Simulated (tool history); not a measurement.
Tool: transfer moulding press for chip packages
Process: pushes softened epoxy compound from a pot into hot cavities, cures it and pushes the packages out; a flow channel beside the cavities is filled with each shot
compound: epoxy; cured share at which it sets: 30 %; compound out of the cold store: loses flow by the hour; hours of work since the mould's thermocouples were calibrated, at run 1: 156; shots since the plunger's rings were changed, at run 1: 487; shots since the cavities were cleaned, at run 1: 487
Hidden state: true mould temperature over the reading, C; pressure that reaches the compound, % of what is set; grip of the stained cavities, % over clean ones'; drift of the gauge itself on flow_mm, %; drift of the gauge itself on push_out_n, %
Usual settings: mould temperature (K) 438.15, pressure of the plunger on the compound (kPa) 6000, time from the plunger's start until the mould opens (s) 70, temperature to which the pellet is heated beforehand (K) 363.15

run	hour	mould temperature (K)	pressure of the plunger on the compound (kPa)	time from the plunger's start until the mould opens (s)	temperature to which the pellet is heated beforehand (K)	hours of work since the mould's thermocouples were calibrated	shots since the plunger's rings were changed	shots since the cavities were cleaned	incoming compound's hours out of the cold store	length that the compound runs in the flow channel (mm)	greatest force on the pins that push the packages out (N)
1	0.0	438.15	6000	70	363.15	156	487	487	14.3	756	485
2	30.5	438.15	6000	70	363.15	179	967	967	14.8	758	472
# hour 37.3: cavities cleaned with cleaning compound and waxed
3	84.3	438.15	5780	70	363.15	218	1788	739	15.2	739	484
# hour 104.8: cavities cleaned with cleaning compound and waxed
4	151.3	436.15	5780	70	363.15	267	2815	729	9.8	764	582
# hour 174.3: cavities cleaned with cleaning compound and waxed
5	212.4	436.15	5780	70	363.15	312	3752	599	27.4	702	509
# hour 242.8: plunger's sealing rings changed
# hour 244.3: cavities cleaned with cleaning compound and waxed
6	285.7	445.15	6000	70	363.15	364	651	651	35.8	671	302
# hour 312.3: cavities cleaned with cleaning compound and waxed
7	340.8	445.15	6000	70	363.15	404	1492	448	29.1	691	303
# hour 378.6: cavities cleaned with cleaning compound and waxed
8	411.7	445.15	6000	70	363.15	456	2582	519	20.9	717	305
# hour 447.4: cavities cleaned with cleaning compound and waxed
9	475.3	438.15	4930	70	363.15	502	3557	438	35.1	625	450
# hour 518.0: plunger's sealing rings changed
# hour 519.5: cavities cleaned with cleaning compound and waxed
10	541.8	438.15	4930	70	363.15	549	349	349	27.9	642	456
# hour 588.4: cavities cleaned with cleaning compound and waxed
11	614.4	438.15	4930	93	363.15	602	1465	407	23.7	654	291
12	648.1	438.15	6000	70	363.15	627	1995	937	43.1	668	428
# hour 655.9: cavities cleaned with cleaning compound and waxed
13	685.0	438.15	6000	70	363.15	654	2550	457	24.6	720	459
# hour 725.6: mould's thermocouples calibrated
# hour 727.1: cavities cleaned with cleaning compound and waxed
14	741.4	438.15	6000	70	365.15	11	3381	225	11.4	767	471
15	776.4	438.15	6000	70	365.15	37	3930	774	22.6	729	451
# hour 795.3: plunger's sealing rings changed
# hour 796.8: cavities cleaned with cleaning compound and waxed
16	817.2	438.15	6000	70	365.15	64	320	320	46.5	653	416
# hour 868.2: cavities cleaned with cleaning compound and waxed
17	887.6	438.15	7180	70	365.15	116	1402	304	40.1	736	420
18	932.3	438.15	7180	70	365.15	149	2104	1006	38.3	739	437
# hour 939.3: cavities cleaned with cleaning compound and waxed
19	993.9	437.15	6000	79	357.15	194	3047	857	32.7	698	371
# hour 1007.8: cavities cleaned with cleaning compound and waxed
20	1051.8	443.15	7410	67	365.15	237	3933	691	26.7	779	349
# hour 1068.8: plunger's sealing rings changed
# hour 1080.6: cavities cleaned with cleaning compound and waxed
21	1102.5	443.15	7410	67	365.15	272	505	343	11.8	835	362
# hour 1149.5: cavities cleaned with cleaning compound and waxed
22	1169.0	438.15	6000	79	363.15	320	1526	305	42.9	664	329
# hour 1216.9: cavities cleaned with cleaning compound and waxed
23	1228.9	446.15	6000	71	363.15	364	2442	187	39.1	659	284
24	1281.7	446.15	6000	71	363.15	403	3272	1017	12.0	743	286
# hour 1286.4: cavities cleaned with cleaning compound and waxed
25	1331.9	435.15	4660	67	354.15	440	4036	714	32.3	621	631
# hour 1342.9: plunger's sealing rings changed
# hour 1358.0: cavities cleaned with cleaning compound and waxed
26	1399.9	438.15	4610	74	363.15	488	871	658	36.6	599	396

How the hidden state differs across the entries between the runs, from the last listed run before each to the first after it:
Between runs 2 and 3: cavities cleaned with cleaning compound and waxed (hour 37.3)
  pressure that reaches the compound, % of what is set: 99.98 -> 99.96; grip of the stained cavities, % over clean ones': 1.4 -> 1.2
Between runs 3 and 4: cavities cleaned with cleaning compound and waxed (hour 104.8)
  pressure that reaches the compound, % of what is set: 99.96 -> 99.93
Between runs 4 and 5: cavities cleaned with cleaning compound and waxed (hour 174.3)
  true mould temperature over the reading, C: 0 -> -0.01; pressure that reaches the compound, % of what is set: 99.93 -> 99.91; grip of the stained cavities, % over clean ones': 1.2 -> 1.1
Between runs 5 and 6: plunger's sealing rings changed (hour 242.8); cavities cleaned with cleaning compound and waxed (hour 244.3)
  pressure that reaches the compound, % of what is set: 99.91 -> 99.98
Between runs 6 and 7: cavities cleaned with cleaning compound and waxed (hour 312.3)
  pressure that reaches the compound, % of what is set: 99.98 -> 99.96; grip of the stained cavities, % over clean ones': 1.1 -> 0.9
Between runs 7 and 8: cavities cleaned with cleaning compound and waxed (hour 378.6)
  pressure that reaches the compound, % of what is set: 99.96 -> 99.93; grip of the stained cavities, % over clean ones': 0.9 -> 1
Between runs 8 and 9: cavities cleaned with cleaning compound and waxed (hour 447.4)
  pressure that reaches the compound, % of what is set: 99.93 -> 99.91; grip of the stained cavities, % over clean ones': 1 -> 0.9
Between runs 9 and 10: plunger's sealing rings changed (hour 518.0); cavities cleaned with cleaning compound and waxed (hour 519.5)
  pressure that reaches the compound, % of what is set: 99.91 -> 99.98; grip of the stained cavities, % over clean ones': 0.9 -> 0.7
Between runs 10 and 11: cavities cleaned with cleaning compound and waxed (hour 588.4)
  pressure that reaches the compound, % of what is set: 99.98 -> 99.96; grip of the stained cavities, % over clean ones': 0.7 -> 0.8
Between runs 12 and 13: cavities cleaned with cleaning compound and waxed (hour 655.9)
  pressure that reaches the compound, % of what is set: 99.95 -> 99.93; grip of the stained cavities, % over clean ones': 1.4 -> 0.9
Between runs 13 and 14: mould's thermocouples calibrated (hour 725.6); cavities cleaned with cleaning compound and waxed (hour 727.1)
  true mould temperature over the reading, C: -0.01 -> 0; pressure that reaches the compound, % of what is set: 99.93 -> 99.92; grip of the stained cavities, % over clean ones': 0.9 -> 0.5
Between runs 15 and 16: plunger's sealing rings changed (hour 795.3); cavities cleaned with cleaning compound and waxed (hour 796.8)
  pressure that reaches the compound, % of what is set: 99.9 -> 99.99; grip of the stained cavities, % over clean ones': 1.2 -> 0.7
Between runs 16 and 17: cavities cleaned with cleaning compound and waxed (hour 868.2)
  pressure that reaches the compound, % of what is set: 99.99 -> 99.96; grip of the stained cavities, % over clean ones': 0.7 -> 0.6
Between runs 18 and 19: cavities cleaned with cleaning compound and waxed (hour 939.3)
  pressure that reaches the compound, % of what is set: 99.95 -> 99.93; grip of the stained cavities, % over clean ones': 1.4 -> 1.3
Between runs 19 and 20: cavities cleaned with cleaning compound and waxed (hour 1007.8)
  pressure that reaches the compound, % of what is set: 99.93 -> 99.91; grip of the stained cavities, % over clean ones': 1.3 -> 1.2
Between runs 20 and 21: plunger's sealing rings changed (hour 1068.8); cavities cleaned with cleaning compound and waxed (hour 1080.6)
  pressure that reaches the compound, % of what is set: 99.91 -> 99.98; grip of the stained cavities, % over clean ones': 1.2 -> 0.7
Between runs 21 and 22: cavities cleaned with cleaning compound and waxed (hour 1149.5)
  true mould temperature over the reading, C: 0 -> -0.01; pressure that reaches the compound, % of what is set: 99.98 -> 99.96
Between runs 22 and 23: cavities cleaned with cleaning compound and waxed (hour 1216.9)
  pressure that reaches the compound, % of what is set: 99.96 -> 99.93; grip of the stained cavities, % over clean ones': 0.7 -> 0.5
Between runs 24 and 25: cavities cleaned with cleaning compound and waxed (hour 1286.4)
  pressure that reaches the compound, % of what is set: 99.92 -> 99.9; grip of the stained cavities, % over clean ones': 1.5 -> 1.2
Between runs 25 and 26: plunger's sealing rings changed (hour 1342.9); cavities cleaned with cleaning compound and waxed (hour 1358.0)
  pressure that reaches the compound, % of what is set: 99.9 -> 99.98

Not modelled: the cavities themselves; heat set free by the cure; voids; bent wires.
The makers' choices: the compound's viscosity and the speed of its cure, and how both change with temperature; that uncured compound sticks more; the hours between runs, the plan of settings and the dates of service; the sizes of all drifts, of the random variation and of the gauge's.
